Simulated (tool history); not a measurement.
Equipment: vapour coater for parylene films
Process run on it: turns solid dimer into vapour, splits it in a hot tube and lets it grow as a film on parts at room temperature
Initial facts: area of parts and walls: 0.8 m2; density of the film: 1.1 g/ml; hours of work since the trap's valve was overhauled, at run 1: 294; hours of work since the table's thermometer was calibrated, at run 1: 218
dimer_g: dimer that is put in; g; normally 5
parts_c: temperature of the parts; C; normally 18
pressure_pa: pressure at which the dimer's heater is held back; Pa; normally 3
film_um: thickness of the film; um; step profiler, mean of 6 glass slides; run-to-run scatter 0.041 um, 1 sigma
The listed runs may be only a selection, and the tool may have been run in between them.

run,hour,dimer_g,parts_c,pressure_pa,hours of work since the trap's valve was overhauled,hours of work since the table's thermometer was calibrated,film_um
1,0,5,18,3,294,218,4.52
2,35.2,5,15,3,324,248,5.13
# hour 41.7: trap's valve overhauled
3,81.9,5,15,3,34,285,5.25
4,124.4,5,18,2.21,71,321,4.79
5,163,5,18,2.21,104,354,4.8
6,210.1,5,18,2.21,144,395,4.88
7,273.4,5,18,3,199,449,4.52
8,299.5,5,16,9.37,221,471,3.83
9,356.5,9,11,3.79,270,520,9.94
10,402.2,9,11,3.79,309,559,9.88
# hour 425.1: trap's valve overhauled
11,446.4,2,21,2.35,18,594,1.68
12,485.5,2,21,2.35,52,627,1.67
13,540.1,7,19,9.51,99,674,4.64

Results for each run, recomputed without the tool's hidden state and with each run's random variation untouched:
The hidden state here: vapour lost through the trap's worn valve, %; true temperature of the parts over the reading, C; drift of the gauge itself on film_um, %.
run,film_um
1,4.55
2,5.16
3,5.26
4,4.8
5,4.81
6,4.89
7,4.54
8,3.85
9,10
10,9.95
11,1.68
12,1.67
13,4.65
